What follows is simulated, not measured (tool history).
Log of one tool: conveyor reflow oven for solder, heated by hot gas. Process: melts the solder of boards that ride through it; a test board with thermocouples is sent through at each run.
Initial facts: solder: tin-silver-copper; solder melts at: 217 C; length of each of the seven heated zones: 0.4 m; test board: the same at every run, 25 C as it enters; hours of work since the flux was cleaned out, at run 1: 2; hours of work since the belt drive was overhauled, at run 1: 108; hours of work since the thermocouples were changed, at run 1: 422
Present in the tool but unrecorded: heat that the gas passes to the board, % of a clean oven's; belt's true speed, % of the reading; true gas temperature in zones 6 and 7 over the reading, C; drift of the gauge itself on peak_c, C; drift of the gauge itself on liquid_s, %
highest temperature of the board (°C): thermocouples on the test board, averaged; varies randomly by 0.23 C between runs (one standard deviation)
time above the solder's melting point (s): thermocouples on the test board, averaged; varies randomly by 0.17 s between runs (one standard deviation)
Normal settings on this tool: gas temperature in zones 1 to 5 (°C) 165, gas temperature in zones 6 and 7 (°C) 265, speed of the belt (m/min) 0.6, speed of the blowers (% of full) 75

run     day  gas temperature in zones 1 to 5 (°C)  gas temperature in zones 6 and 7 (°C)  speed of the belt (m/min)  speed of the blowers (% of full)  hours of work since the flux was cleaned out  hours of work since the belt drive was overhauled  hours of work since the thermocouples were changed  highest temperature of the board (°C)  time above the solder's melting point (s)
  1       0                                   165                                    265                        0.6                                75                                             2                                                108                                                 422                                  251.4                                       57.7
  2   0.721                                   165                                    265                        0.6                                84                                            10                                                115                                                 429                                    253                                       58.9
  3   1.654                                   165                                    265                        0.6                                75                                            19                                                125                                                 439                                  251.4                                       57.3
  4   2.675                                   165                                    265                      0.613                                75                                            29                                                135                                                 449                                  250.2                                       55.2
  5   3.304                                   165                                    265                        0.6                                75                                            36                                                141                                                 455                                  251.1                                       56.9
  6   4.408                                   165                                    265                        0.6                                75                                            47                                                152                                                 466                                  251.1                                       57.2
  7   4.946                                   165                                    265                        0.6                                75                                            52                                                158                                                 472                                  250.9                                       57.2
  8   5.575                                   165                                    265                        0.6                                75                                            58                                                164                                                 478                                  250.8                                         57
  9     6.7                                   165                                    265                        0.6                                75                                            70                                                175                                                 489                                  251.3                                         57
 10   7.775                                   165                                    265                        0.6                                75                                            80                                                186                                                 500                                  250.8                                       56.6
 11   8.362                                   165                                    265                        0.6                                75                                            86                                                192                                                 506                                  250.7                                       56.7
 12   8.929                                   165                                    265                        0.6                                75                                            92                                                198                                                 512                                  250.5                                       56.5
 13   9.583                                   165                                    265                        0.6                                75                                            99                                                204                                                 518                                  250.2                                       56.2
 14  10.554                                   165                                    265                        0.6                                75                                           108                                                214                                                 528                                  250.3                                       56.7
 15    11.4                                   165                                    265                      0.541                                75                                           117                                                222                                                 536                                  253.1                                       65.8
 16  12.254                                   165                                    265                      0.541                                75                                           125                                                231                                                 545                                  252.8                                       65.7
 17  13.229                                   158                                    276                      0.691                                59                                           135                                                241                                                 555                                  249.3                                       44.3
 18    14.2                                   164                                    274                      0.612                                83                                           145                                                251                                                 565                                  259.1                                       60.6
 19  14.929                                   166                                    254                      0.545                                75                                           152                                                258                                                 572                                    243                                       56.8
 20  15.983                                   174                                    269                      0.587                                64                                           163                                                268                                                 582                                  253.1                                       62.3
 21  16.558                                   177                                    276                      0.596                                76                                           168                                                274                                                 588                                  261.7                                       68.5
     17.083  -- flux residue cleaned out of gas plates and filters
 22  17.492                                   172                                    265                        0.6                                75                                             4                                                281                                                 595                                  252.3                                       60.6
 23  18.133                                   165                                    275                      0.567                                79                                            11                                                288                                                 602                                  261.8                                       68.5
 24  18.708                                   165                                    275                      0.508                                52                                            16                                                294                                                 608                                  260.4                                       74.7
 25  19.767                                   165                                    275                      0.508                                52                                            27                                                304                                                 618                                    260                                       74.9
 26  20.529                                   157                                    262                      0.508                                72                                            34                                                312                                                 626                                  250.5                                       66.6
 27  21.558                                   157                                    262                      0.508                                72                                            45                                                322                                                 636                                  250.9                                       66.5
 28    22.1                                   171                                    259                      0.525                                50                                            50                                                328                                                 642                                  245.3                                       61.5
 29  22.612                                   160                                    269                       0.65                                65                                            55                                                333                                                 647                                  248.7                                       48.2
 30  23.475                                   160                                    269                       0.65                                65                                            64                                                341                                                 655                                  248.2                                       48.2
 31  24.329                                   160                                    269                      0.605                                67                                            73                                                350                                                 664                                  251.3                                       54.9
 32  24.917                                   160                                    269                      0.516                                58                                            78                                                356                                                 670                                  254.2                                       67.7

Each row is a separate what-if for the run after 32, all from the same tool condition, not one after another. Results?
  A  25.479                                   178                                    262                        0.6                                62                                            84                                                361                                                 675                                      ?                                          ?
  B  25.479                                   160                                    274                       0.52                                58                                            84                                                361                                                 675                                      ?                                          ?
  C  25.479                                   166                                    269                      0.516                                68                                            84                                                361                                                 675                                      ?                                          ?

run  highest temperature of the board (°C)  time above the solder's melting point (s)
  A                                  247.2                                       58.4
  B                                    259                                       70.3
  C                                    257                                       72.3
What these runs would have given with no unlogged condition in the tool:
run  highest temperature of the board (°C)  time above the solder's melting point (s)
  A                                  248.9                                       59.7
  B                                  260.8                                       71.4
  C                                  258.8                                       73.5

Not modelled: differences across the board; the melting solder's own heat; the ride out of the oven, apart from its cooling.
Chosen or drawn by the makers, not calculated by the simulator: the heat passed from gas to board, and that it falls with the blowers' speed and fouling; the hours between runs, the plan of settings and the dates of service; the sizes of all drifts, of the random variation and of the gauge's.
